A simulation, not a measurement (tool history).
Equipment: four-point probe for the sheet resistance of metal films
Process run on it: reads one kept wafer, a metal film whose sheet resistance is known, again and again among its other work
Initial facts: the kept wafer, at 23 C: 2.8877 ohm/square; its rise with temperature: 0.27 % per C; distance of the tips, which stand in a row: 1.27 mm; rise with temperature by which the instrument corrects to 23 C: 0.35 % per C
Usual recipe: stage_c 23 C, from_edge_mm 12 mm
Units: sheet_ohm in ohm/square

run 1 day=0 | stage_c=23 from_edge_mm=12 | sheet_ohm=2.907972
run 2 day=0.442 | stage_c=23 from_edge_mm=12 | sheet_ohm=2.907273
run 3 day=1.079 | stage_c=23 from_edge_mm=12 | sheet_ohm=2.907703
run 4 day=1.521 | stage_c=23 from_edge_mm=6 | sheet_ohm=2.95756
run 5 day=1.838 | stage_c=23 from_edge_mm=7 | sheet_ohm=2.941566
run 6 day=2.383 | stage_c=21 from_edge_mm=7 | sheet_ohm=2.94467
run 7 day=2.933 | stage_c=21 from_edge_mm=7 | sheet_ohm=2.944579
run 8 day=3.3 | stage_c=23 from_edge_mm=9 | sheet_ohm=2.919646
run 9 day=3.571 | stage_c=23 from_edge_mm=12 | sheet_ohm=2.907878
run 10 day=3.962 | stage_c=23 from_edge_mm=12 | sheet_ohm=2.907331
run 11 day=4.517 | stage_c=23 from_edge_mm=12 | sheet_ohm=2.907804
run 12 day=4.954 | stage_c=23 from_edge_mm=12 | sheet_ohm=2.90826
run 13 day=5.275 | stage_c=23 from_edge_mm=12 | sheet_ohm=2.907324
run 14 day=5.862 | stage_c=23 from_edge_mm=12 | sheet_ohm=2.906479
run 15 day=6.45 | stage_c=23 from_edge_mm=12 | sheet_ohm=2.908355
run 16 day=6.829 | stage_c=23 from_edge_mm=6 | sheet_ohm=2.95966
run 17 day=7.354 | stage_c=23 from_edge_mm=6 | sheet_ohm=2.956764
run 18 day=7.925 | stage_c=23 from_edge_mm=6 | sheet_ohm=2.958541
run 19 day=8.238 | stage_c=23 from_edge_mm=45 | sheet_ohm=2.89189
run 20 day=8.883 | stage_c=23 from_edge_mm=45 | sheet_ohm=2.891991
run 21 day=9.467 | stage_c=19 from_edge_mm=45 | sheet_ohm=2.90076
run 22 day=10.071 | stage_c=19 from_edge_mm=45 | sheet_ohm=2.899912
run 23 day=10.467 | stage_c=19 from_edge_mm=45 | sheet_ohm=2.900458
run 24 day=11.121 | stage_c=19 from_edge_mm=45 | sheet_ohm=2.901309
run 25 day=11.742 | stage_c=19 from_edge_mm=45 | sheet_ohm=2.900762
run 26 day=12.167 | stage_c=19 from_edge_mm=45 | sheet_ohm=2.900984
run 27 day=12.446 | stage_c=26 from_edge_mm=24 | sheet_ohm=2.888112
run 28 day=12.925 | stage_c=28 from_edge_mm=9 | sheet_ohm=2.909449
run 29 day=13.242 | stage_c=21 from_edge_mm=70 | sheet_ohm=2.896158
run 30 day=13.717 | stage_c=21 from_edge_mm=70 | sheet_ohm=2.895644
run 31 day=14.312 | stage_c=21 from_edge_mm=35 | sheet_ohm=2.897659
run 32 day=14.638 | stage_c=25 from_edge_mm=70 | sheet_ohm=2.886058
run 33 day=15.058 | stage_c=28 from_edge_mm=17 | sheet_ohm=2.888377
run 34 day=15.721 | stage_c=28 from_edge_mm=17 | sheet_ohm=2.888951
run 35 day=16.079 | stage_c=28 from_edge_mm=12 | sheet_ohm=2.897075
run 36 day=16.646 | stage_c=26 from_edge_mm=8 | sheet_ohm=2.922559
run 37 day=17.25 | stage_c=23 from_edge_mm=12 | sheet_ohm=2.907608
run 38 day=17.812 | stage_c=24 from_edge_mm=47 | sheet_ohm=2.888995
run 39 day=18.308 | stage_c=24 from_edge_mm=47 | sheet_ohm=2.889362
run 40 day=18.775 | stage_c=18 from_edge_mm=22 | sheet_ohm=2.906739
run 41 day=19.079 | stage_c=18 from_edge_mm=22 | sheet_ohm=2.907565
run 42 day=19.583 | stage_c=32 from_edge_mm=36 | sheet_ohm=2.873692
run 43 day=19.892 | stage_c=23 from_edge_mm=54 | sheet_ohm=2.891985
run 44 day=20.208 | stage_c=33 from_edge_mm=7 | sheet_ohm=2.919858
run 45 day=20.842 | stage_c=23 from_edge_mm=17 | sheet_ohm=2.898333
run 46 day=21.154 | stage_c=34 from_edge_mm=73 | sheet_ohm=2.867549

The logged runs with the hidden state left out (each run's random variation unchanged):
Unlogged tool condition in this case: inner tips' distance over the nominal, %; tips' flats over new ones', %; wafer's true temperature over the reading, C; drift of the gauge itself on sheet_ohm, %.
run=1 sheet_ohm=2.905692
run=2 sheet_ohm=2.904979
run=3 sheet_ohm=2.905383
run=4 sheet_ohm=2.955193
run=5 sheet_ohm=2.9392
run=6 sheet_ohm=2.942298
run=7 sheet_ohm=2.942187
run=8 sheet_ohm=2.917243
run=9 sheet_ohm=2.905473
run=10 sheet_ohm=2.904911
run=11 sheet_ohm=2.905365
run=12 sheet_ohm=2.905806
run=13 sheet_ohm=2.904862
run=14 sheet_ohm=2.904
run=15 sheet_ohm=2.905854
run=16 sheet_ohm=2.957109
run=17 sheet_ohm=2.954194
run=18 sheet_ohm=2.955948
run=19 sheet_ohm=2.889334
run=20 sheet_ohm=2.889411
run=21 sheet_ohm=2.898185
run=22 sheet_ohm=2.897316
run=23 sheet_ohm=2.897848
run=24 sheet_ohm=2.898672
run=25 sheet_ohm=2.898101
run=26 sheet_ohm=2.898308
run=27 sheet_ohm=2.885381
run=28 sheet_ohm=2.906667
run=29 sheet_ohm=2.893431
run=30 sheet_ohm=2.892902
run=31 sheet_ohm=2.894899
run=32 sheet_ohm=2.883262
run=33 sheet_ohm=2.885539
run=34 sheet_ohm=2.886091
run=35 sheet_ohm=2.894199
run=36 sheet_ohm=2.91966
run=37 sheet_ohm=2.904719
run=38 sheet_ohm=2.886095
run=39 sheet_ohm=2.886443
run=40 sheet_ohm=2.90384
run=41 sheet_ohm=2.904655
run=42 sheet_ohm=2.870674
run=43 sheet_ohm=2.889016
run=44 sheet_ohm=2.916769
run=45 sheet_ohm=2.895325
run=46 sheet_ohm=2.864467
